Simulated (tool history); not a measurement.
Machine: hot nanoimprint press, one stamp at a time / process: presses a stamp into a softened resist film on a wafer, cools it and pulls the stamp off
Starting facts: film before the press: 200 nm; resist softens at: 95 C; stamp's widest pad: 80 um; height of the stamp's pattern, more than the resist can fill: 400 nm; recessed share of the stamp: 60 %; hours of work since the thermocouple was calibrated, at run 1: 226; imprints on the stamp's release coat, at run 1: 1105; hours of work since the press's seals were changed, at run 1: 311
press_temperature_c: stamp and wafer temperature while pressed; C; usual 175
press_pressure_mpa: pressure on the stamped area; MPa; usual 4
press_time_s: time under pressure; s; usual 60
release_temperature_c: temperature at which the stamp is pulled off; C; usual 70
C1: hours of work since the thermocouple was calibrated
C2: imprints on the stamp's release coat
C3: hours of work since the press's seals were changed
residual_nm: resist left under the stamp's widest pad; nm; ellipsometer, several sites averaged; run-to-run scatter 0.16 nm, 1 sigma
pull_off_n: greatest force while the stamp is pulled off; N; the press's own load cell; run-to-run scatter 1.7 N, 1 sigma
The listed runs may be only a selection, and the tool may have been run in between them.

run 1 hour=0 | press_temperature_c=175 press_pressure_mpa=4 press_time_s=60 release_temperature_c=70 | C1=226 C2=1105 C3=311 | residual_nm=97.1 pull_off_n=132
run 2 hour=8.1 | press_temperature_c=174 press_pressure_mpa=4 press_time_s=60 release_temperature_c=70 | C1=231 C2=1127 C3=317 | residual_nm=100.7 pull_off_n=127
run 3 hour=13.2 | press_temperature_c=175 press_pressure_mpa=4 press_time_s=45 release_temperature_c=70 | C1=234 C2=1141 C3=320 | residual_nm=106.1 pull_off_n=129
run 4 hour=23.8 | press_temperature_c=175 press_pressure_mpa=4 press_time_s=60 release_temperature_c=70 | C1=241 C2=1170 C3=327 | residual_nm=97.3 pull_off_n=132
run 5 hour=30.5 | press_temperature_c=175 press_pressure_mpa=4 press_time_s=60 release_temperature_c=70 | C1=246 C2=1188 C3=331 | residual_nm=97 pull_off_n=130
run 6 hour=38 | press_temperature_c=175 press_pressure_mpa=5.45 press_time_s=60 release_temperature_c=70 | C1=250 C2=1208 C3=336 | residual_nm=82.5 pull_off_n=131
run 7 hour=45.9 | press_temperature_c=175 press_pressure_mpa=5.45 press_time_s=60 release_temperature_c=70 | C1=256 C2=1230 C3=341 | residual_nm=82.3 pull_off_n=133
run 8 hour=55.9 | press_temperature_c=175 press_pressure_mpa=5.45 press_time_s=60 release_temperature_c=70 | C1=262 C2=1257 C3=348 | residual_nm=82.5 pull_off_n=130
run 9 hour=64.3 | press_temperature_c=175 press_pressure_mpa=5.45 press_time_s=60 release_temperature_c=70 | C1=268 C2=1280 C3=353 | residual_nm=82.4 pull_off_n=130
run 10 hour=73.2 | press_temperature_c=175 press_pressure_mpa=5.45 press_time_s=60 release_temperature_c=70 | C1=273 C2=1304 C3=359 | residual_nm=82.5 pull_off_n=131
run 11 hour=79.6 | press_temperature_c=172 press_pressure_mpa=5.45 press_time_s=60 release_temperature_c=70 | C1=278 C2=1322 C3=363 | residual_nm=92.5 pull_off_n=134
run 12 hour=89 | press_temperature_c=175 press_pressure_mpa=4 press_time_s=60 release_temperature_c=56 | C1=284 C2=1348 C3=369 | residual_nm=97.7 pull_off_n=183
run 13 hour=94.1 | press_temperature_c=175 press_pressure_mpa=4 press_time_s=60 release_temperature_c=56 | C1=287 C2=1361 C3=373 | residual_nm=97.5 pull_off_n=178
run 14 hour=103.6 | press_temperature_c=175 press_pressure_mpa=4 press_time_s=85 release_temperature_c=70 | C1=293 C2=1387 C3=379 | residual_nm=87.1 pull_off_n=134
run 15 hour=108 | press_temperature_c=175 press_pressure_mpa=4 press_time_s=85 release_temperature_c=70 | C1=296 C2=1399 C3=382 | residual_nm=87.4 pull_off_n=134
run 16 hour=118.4 | press_temperature_c=179 press_pressure_mpa=4 press_time_s=61 release_temperature_c=69 | C1=303 C2=1428 C3=389 | residual_nm=83.9 pull_off_n=136
run 17 hour=128.9 | press_temperature_c=174 press_pressure_mpa=4 press_time_s=58 release_temperature_c=70 | C1=310 C2=1456 C3=396 | residual_nm=102.4 pull_off_n=133
-- hour=136.9 plate thermocouple calibrated
run 18 hour=137.4 | press_temperature_c=174 press_pressure_mpa=4 press_time_s=58 release_temperature_c=70 | C1=0 C2=1472 C3=399 | residual_nm=101.3 pull_off_n=134
run 19 hour=147.6 | press_temperature_c=174 press_pressure_mpa=2.92 press_time_s=54 release_temperature_c=64 | C1=7 C2=1499 C3=406 | residual_nm=120.5 pull_off_n=155
run 20 hour=156.6 | press_temperature_c=174 press_pressure_mpa=2.92 press_time_s=54 release_temperature_c=64 | C1=13 C2=1524 C3=412 | residual_nm=120.7 pull_off_n=155
run 21 hour=166.7 | press_temperature_c=164 press_pressure_mpa=2.92 press_time_s=54 release_temperature_c=64 | C1=19 C2=1552 C3=418 | residual_nm=159.2 pull_off_n=152
run 22 hour=172.8 | press_temperature_c=169 press_pressure_mpa=2.58 press_time_s=54 release_temperature_c=64 | C1=23 C2=1568 C3=422 | residual_nm=146.7 pull_off_n=154
run 23 hour=178.4 | press_temperature_c=169 press_pressure_mpa=2.58 press_time_s=54 release_temperature_c=64 | C1=27 C2=1583 C3=426 | residual_nm=146.4 pull_off_n=155
run 24 hour=187.7 | press_temperature_c=175 press_pressure_mpa=4 press_time_s=43 release_temperature_c=70 | C1=33 C2=1609 C3=432 | residual_nm=107 pull_off_n=134
run 25 hour=193.4 | press_temperature_c=175 press_pressure_mpa=4 press_time_s=43 release_temperature_c=70 | C1=37 C2=1624 C3=436 | residual_nm=107.2 pull_off_n=136
run 26 hour=201.6 | press_temperature_c=175 press_pressure_mpa=4 press_time_s=43 release_temperature_c=70 | C1=42 C2=1647 C3=441 | residual_nm=107.3 pull_off_n=138
run 27 hour=210.4 | press_temperature_c=184 press_pressure_mpa=6.11 press_time_s=43 release_temperature_c=70 | C1=48 C2=1671 C3=447 | residual_nm=61.5 pull_off_n=131

Had the tool no unlogged condition, and each run kept its random variation, what would the results have been?
What the log doesn't record here: true temperature over the reading, C; pressure that arrives at the usual setting, %; grip of the stamp's worn release coat, % over a new coat's; drift of the gauge itself on residual_nm, %; drift of the gauge itself on pull_off_n, %.
run=1 residual_nm=95.1 pull_off_n=117
run=2 residual_nm=98.5 pull_off_n=112
run=3 residual_nm=103.8 pull_off_n=113
run=4 residual_nm=95.1 pull_off_n=116
run=5 residual_nm=94.8 pull_off_n=114
run=6 residual_nm=80 pull_off_n=115
run=7 residual_nm=79.7 pull_off_n=116
run=8 residual_nm=79.9 pull_off_n=113
run=9 residual_nm=79.8 pull_off_n=113
run=10 residual_nm=79.8 pull_off_n=113
run=11 residual_nm=89.5 pull_off_n=116
run=12 residual_nm=95.2 pull_off_n=158
run=13 residual_nm=94.8 pull_off_n=154
run=14 residual_nm=84.6 pull_off_n=116
run=15 residual_nm=84.9 pull_off_n=115
run=16 residual_nm=81.5 pull_off_n=116
run=17 residual_nm=99.5 pull_off_n=114
run=18 residual_nm=99.8 pull_off_n=115
run=19 residual_nm=119.4 pull_off_n=133
run=20 residual_nm=119.5 pull_off_n=133
run=21 residual_nm=158.1 pull_off_n=129
run=22 residual_nm=145.7 pull_off_n=131
run=23 residual_nm=145.4 pull_off_n=132
run=24 residual_nm=105.2 pull_off_n=113
run=25 residual_nm=105.3 pull_off_n=115
run=26 residual_nm=105.4 pull_off_n=117
run=27 residual_nm=59.5 pull_off_n=110
